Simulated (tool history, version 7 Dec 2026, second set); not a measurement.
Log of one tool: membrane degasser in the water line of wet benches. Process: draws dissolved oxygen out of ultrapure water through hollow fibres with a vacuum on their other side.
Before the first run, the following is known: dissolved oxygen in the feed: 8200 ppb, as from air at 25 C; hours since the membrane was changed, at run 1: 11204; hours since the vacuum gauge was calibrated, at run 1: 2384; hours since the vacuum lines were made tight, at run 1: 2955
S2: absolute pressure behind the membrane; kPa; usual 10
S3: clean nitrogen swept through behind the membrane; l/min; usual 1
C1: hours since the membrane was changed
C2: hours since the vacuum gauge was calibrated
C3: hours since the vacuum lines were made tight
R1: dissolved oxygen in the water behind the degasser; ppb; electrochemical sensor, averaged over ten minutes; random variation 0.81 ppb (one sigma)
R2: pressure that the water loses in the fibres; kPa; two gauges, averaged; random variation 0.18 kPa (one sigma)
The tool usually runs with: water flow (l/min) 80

{"run": 1, "day": 0.0, "water flow (l/min)": 80, "S2": 10, "S3": 1, "C1": 11204, "C2": 2384, "C3": 2955, "R1": 849.9, "R2": 37.34}
{"run": 2, "day": 7.567, "water flow (l/min)": 80, "S2": 10, "S3": 0.64, "C1": 11386, "C2": 2565, "C3": 3137, "R1": 1106.7, "R2": 37.52}
{"run": 3, "day": 16.188, "water flow (l/min)": 80, "S2": 10, "S3": 0.64, "C1": 11593, "C2": 2772, "C3": 3344, "R1": 1106.9, "R2": 36.88}
{"run": 4, "day": 28.588, "water flow (l/min)": 80, "S2": 12.5, "S3": 1, "C1": 11890, "C2": 3070, "C3": 3641, "R1": 1131.9, "R2": 36.88}
{"run": 5, "day": 41.75, "water flow (l/min)": 80, "S2": 12.5, "S3": 1, "C1": 12206, "C2": 3386, "C3": 3957, "R1": 1132.3, "R2": 37.04}
{"run": 6, "day": 51.421, "water flow (l/min)": 80, "S2": 21.4, "S3": 1, "C1": 12439, "C2": 3618, "C3": 4189, "R1": 2010.5, "R2": 37.2}
{"run": 7, "day": 65.746, "water flow (l/min)": 81, "S2": 10, "S3": 1, "C1": 12782, "C2": 3962, "C3": 4533, "R1": 861.7, "R2": 37.82}
{"run": 8, "day": 77.588, "water flow (l/min)": 69, "S2": 10, "S3": 1, "C1": 13066, "C2": 4246, "C3": 4817, "R1": 776.4, "R2": 32.22}
{"run": 9, "day": 86.208, "water flow (l/min)": 80, "S2": 12.9, "S3": 1, "C1": 13273, "C2": 4453, "C3": 5024, "R1": 1177.6, "R2": 37.73}
{"day": 87.3, "done": "vacuum gauge calibrated"}
{"run": 10, "day": 100.738, "water flow (l/min)": 80, "S2": 12.9, "S3": 1, "C1": 13622, "C2": 322, "C3": 5373, "R1": 1177.7, "R2": 37.36}
{"run": 11, "day": 108.183, "water flow (l/min)": 86, "S2": 12.9, "S3": 1, "C1": 13800, "C2": 501, "C3": 5551, "R1": 1234.2, "R2": 40.3}
{"run": 12, "day": 121.3, "water flow (l/min)": 60, "S2": 13.4, "S3": 0.54, "C1": 14115, "C2": 816, "C3": 5866, "R1": 1487.8, "R2": 28.07}
{"day": 123.488, "done": "vacuum gauge calibrated, once more"}
{"run": 13, "day": 134.083, "water flow (l/min)": 60, "S2": 13.4, "S3": 0.54, "C1": 14421, "C2": 254, "C3": 6172, "R1": 1478.3, "R2": 28.06}
{"run": 14, "day": 143.042, "water flow (l/min)": 60, "S2": 13.4, "S3": 0.54, "C1": 14636, "C2": 469, "C3": 6387, "R1": 1476.9, "R2": 28.27}
{"run": 15, "day": 155.621, "water flow (l/min)": 80, "S2": 10, "S3": 0.63, "C1": 14938, "C2": 771, "C3": 6689, "R1": 1108, "R2": 38.03}
{"run": 16, "day": 167.95, "water flow (l/min)": 80, "S2": 10, "S3": 0.63, "C1": 15234, "C2": 1067, "C3": 6985, "R1": 1110.8, "R2": 37.76}
{"run": 17, "day": 178.812, "water flow (l/min)": 80, "S2": 20.7, "S3": 1.42, "C1": 15495, "C2": 1328, "C3": 7246, "R1": 1562.7, "R2": 37.69}
{"run": 18, "day": 188.158, "water flow (l/min)": 57, "S2": 20.7, "S3": 2.72, "C1": 15719, "C2": 1552, "C3": 7470, "R1": 752.5, "R2": 26.75}
{"run": 19, "day": 202.346, "water flow (l/min)": 68, "S2": 20.9, "S3": 2.95, "C1": 16060, "C2": 1893, "C3": 7811, "R1": 821.5, "R2": 31.67}
{"run": 20, "day": 211.312, "water flow (l/min)": 80, "S2": 10, "S3": 0.43, "C1": 16275, "C2": 2108, "C3": 8026, "R1": 1340.3, "R2": 37.82}

Alternative continuations, all from the tool just after run 20; predict every row:
{"run": "A", "day": 222.042, "water flow (l/min)": 118, "S2": 14, "S3": 0.7, "C1": 16532, "C2": 2365, "C3": 8283, "R1": "?", "R2": "?"}
{"run": "B", "day": 222.042, "water flow (l/min)": 80, "S2": 14.3, "S3": 0.47, "C1": 16532, "C2": 2365, "C3": 8283, "R1": "?", "R2": "?"}
{"run": "C", "day": 222.042, "water flow (l/min)": 80, "S2": 21, "S3": 1.28, "C1": 16532, "C2": 2365, "C3": 8283, "R1": "?", "R2": "?"}
{"run": "D", "day": 222.042, "water flow (l/min)": 72, "S2": 20.1, "S3": 0.58, "C1": 16532, "C2": 2365, "C3": 8283, "R1": "?", "R2": "?"}

run=A R1=1931.9 R2=56.01
run=B R1=1976.2 R2=37.99
run=C R1=1693.7 R2=38.29
run=D R1=2394.2 R2=34.1
With no hidden state in the tool, these same runs would have given:
run=A R1=1929.4 R2=52.14
run=B R1=1979.5 R2=35.36
run=C R1=1689.6 R2=35.65
run=D R1=2397.7 R2=31.74
